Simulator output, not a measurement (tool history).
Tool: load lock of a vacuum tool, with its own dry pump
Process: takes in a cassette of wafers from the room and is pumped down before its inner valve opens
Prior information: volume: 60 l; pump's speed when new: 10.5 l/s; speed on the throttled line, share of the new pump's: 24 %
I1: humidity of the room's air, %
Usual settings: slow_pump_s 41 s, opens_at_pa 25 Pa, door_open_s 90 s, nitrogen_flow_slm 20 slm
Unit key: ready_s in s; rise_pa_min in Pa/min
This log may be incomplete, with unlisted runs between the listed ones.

Run 1, hour 0: usual settings; I1 44.2. Result: ready_s 81.4 s, rise_pa_min 0.039 Pa/min.
Run 2, hour 504.9: usual settings but opens_at_pa 38 Pa; I1 46.3. Result: ready_s 79.3 s, rise_pa_min 0.049 Pa/min.
Run 3, hour 928.9: usual settings but opens_at_pa 41 Pa; I1 46.1. Result: ready_s 78.4 s, rise_pa_min 0.06 Pa/min.
Run 4, hour 1351.9: usual settings but opens_at_pa 41 Pa; I1 48.9. Result: ready_s 79.3 s, rise_pa_min 0.075 Pa/min.
Run 5, hour 1899.2: usual settings but opens_at_pa 41 Pa; I1 46.1. Result: ready_s 79.5 s, rise_pa_min 0.082 Pa/min.
Run 6, hour 2402.3: usual settings but opens_at_pa 41 Pa; I1 46.4. Result: ready_s 80.8 s, rise_pa_min 0.094 Pa/min.
Run 7, hour 2812: usual settings but opens_at_pa 41 Pa; I1 42.4. Result: ready_s 80.8 s, rise_pa_min 0.093 Pa/min.
Run 8, hour 3297.5: usual settings but slow_pump_s 59 s, opens_at_pa 41 Pa, door_open_s 66 s; I1 45.3. Result: ready_s 94.6 s, rise_pa_min 0.104 Pa/min.
Run 9, hour 3741.6: usual settings but slow_pump_s 59 s, opens_at_pa 41 Pa, door_open_s 66 s; I1 47.2. Result: ready_s 94 s, rise_pa_min 0.119 Pa/min.
Run 10, hour 4183.8: usual settings but slow_pump_s 59 s, opens_at_pa 41 Pa, door_open_s 66 s; I1 44.8. Result: ready_s 94.8 s, rise_pa_min 0.124 Pa/min.

Below are 3 alternative next runs, each starting from the tool's condition after run 10. Predict each:
Run A, hour 4466.4: usual settings but slow_pump_s 21 s, opens_at_pa 41 Pa, door_open_s 66 s; I1 44.9. Result: ready_s ?, rise_pa_min ?.
Run B, hour 4466.4: usual settings but slow_pump_s 26 s, door_open_s 98 s, nitrogen_flow_slm 7 slm; I1 44.6. Result: ready_s ?, rise_pa_min ?.
Run C, hour 4466.4: usual settings but slow_pump_s 58 s, opens_at_pa 41 Pa, door_open_s 42 s, nitrogen_flow_slm 17 slm; I1 44.1. Result: ready_s ?, rise_pa_min ?.

run  ready_s  rise_pa_min
  A       68        0.135
  B     75.8        0.164
  C     93.5        0.136
Stripped of hidden state, with their random variation kept, the same runs would have yielded:
run  ready_s  rise_pa_min
  A     60.8        0.035
  B     68.3        0.066
  C       88        0.036
